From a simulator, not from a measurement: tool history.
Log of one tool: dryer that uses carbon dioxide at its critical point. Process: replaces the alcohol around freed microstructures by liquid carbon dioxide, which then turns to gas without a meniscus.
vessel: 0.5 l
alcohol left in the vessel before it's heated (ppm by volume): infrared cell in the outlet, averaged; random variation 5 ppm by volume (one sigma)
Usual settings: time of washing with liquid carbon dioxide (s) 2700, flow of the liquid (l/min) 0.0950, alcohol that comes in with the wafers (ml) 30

| run | hour | time of washing with liquid carbon dioxide (s) | flow of the liquid (l/min) | alcohol that comes in with the wafers (ml) | alcohol left in the vessel before it's heated (ppm by volume) |
|---|---|---|---|---|---|
| 1 | 0.0 | 2700 | 0.0950 | 30 | 126 |
| 2 | 9.6 | 2700 | 0.0950 | 30 | 136 |
| 3 | 22.2 | 2700 | 0.0950 | 30 | 131 |
| 4 | 30.4 | 2700 | 0.0950 | 30 | 136 |
| 5 | 35.7 | 2700 | 0.0950 | 30 | 131 |
| 6 | 45.4 | 2700 | 0.0950 | 30 | 137 |
| 7 | 55.7 | 2700 | 0.0950 | 30 | 139 |
| 8 | 68.4 | 2700 | 0.0950 | 30 | 144 |
| 9 | 76.7 | 2700 | 0.0950 | 28 | 145 |
| 10 | 88.4 | 2700 | 0.0950 | 28 | 136 |
| 11 | 101.1 | 2700 | 0.0950 | 28 | 156 |
| 12 | 109.0 | 2700 | 0.0950 | 28 | 151 |
| 13 | 114.6 | 2700 | 0.0950 | 28 | 152 |
| 14 | 120.1 | 2700 | 0.0950 | 28 | 158 |
| 15 | 125.9 | 2460 | 0.0991 | 30 | 172 |
| 16 | 135.5 | 3780 | 0.0682 | 99 | 236 |
| 17 | 141.0 | 3780 | 0.0682 | 99 | 225 |
| 18 | 153.2 | 3780 | 0.0724 | 102 | 201 |
| 19 | 161.2 | 3780 | 0.0724 | 102 | 206 |
| 20 | 167.0 | 3720 | 0.0667 | 22 | 183 |

The next listed run, before its measurement:
| 21 | 176.9 | 3360 | 0.0950 | 90 | ? |

{"run 21": {"alcohol left in the vessel before it's heated (ppm by volume)": 154}}
Without the tool's hidden state the same run would have given alcohol left in the vessel before it's heated (ppm by volume) 8.
